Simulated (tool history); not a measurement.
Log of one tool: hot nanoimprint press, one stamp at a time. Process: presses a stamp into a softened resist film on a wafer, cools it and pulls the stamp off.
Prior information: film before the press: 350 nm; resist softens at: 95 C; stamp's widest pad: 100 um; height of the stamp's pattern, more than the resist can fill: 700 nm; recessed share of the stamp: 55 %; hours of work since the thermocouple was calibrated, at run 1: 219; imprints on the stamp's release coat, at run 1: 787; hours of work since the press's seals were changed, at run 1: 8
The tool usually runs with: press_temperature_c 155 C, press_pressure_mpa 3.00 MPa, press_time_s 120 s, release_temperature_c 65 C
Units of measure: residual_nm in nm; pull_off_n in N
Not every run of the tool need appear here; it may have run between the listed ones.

run	hour	press_temperature_c	press_pressure_mpa	press_time_s	release_temperature_c	hours of work since the thermocouple was calibrated	imprints on the stamp's release coat	hours of work since the press's seals were changed	residual_nm	pull_off_n
1	0.0	155	3.00	120	65	219	787	8	184.6	159
2	4.9	155	3.00	120	65	222	799	12	184.9	158
3	14.2	155	3.00	120	65	229	823	19	184.6	158
4	23.0	155	1.84	120	65	236	845	25	234.6	160
5	31.8	155	1.84	120	65	243	868	32	234.7	161
6	36.7	155	3.00	120	65	246	880	35	184.6	158
# hour 44.8: stamp cleaned and given a new release coat
7	53.1	155	3.00	120	65	254	21	43	184.6	142
8	60.4	155	3.00	120	65	259	40	49	184.7	144
9	66.7	155	3.00	147	65	264	56	53	173.5	142
10	75.6	155	3.00	147	65	271	78	60	173.4	143
11	83.8	155	3.00	147	65	277	99	66	173.9	142
12	93.0	155	3.00	147	65	284	122	73	172.0	144
13	102.8	145	3.00	147	65	291	147	80	260.6	143
14	109.3	145	3.00	147	65	296	163	85	261.3	146
15	114.0	145	3.00	147	65	299	175	89	260.6	145
16	120.8	145	3.15	176	65	305	192	94	247.7	147
17	129.8	155	3.00	235	68	311	215	101	149.4	141
18	138.7	146	2.05	220	67	318	237	107	267.1	143
19	145.3	162	3.98	156	57	323	254	112	104.6	160
20	156.4	161	2.20	90	54	331	282	120	184.7	163
21	165.7	155	2.35	63	65	338	306	127	244.4	147
22	176.7	155	2.35	63	65	346	334	136	244.1	151
23	187.2	155	2.35	63	65	354	360	143	244.1	150
24	192.6	155	3.00	198	65	358	374	147	157.0	151

Run 25 comes next. What will it give?
25	201.7	158	3.00	224	51	365	397	154	?	?

residual_nm: 131.0 nm
pull_off_n: 171 N
The same run, on a tool lacking any hidden state, would have yielded residual_nm 135.3 nm, pull_off_n 163 N.
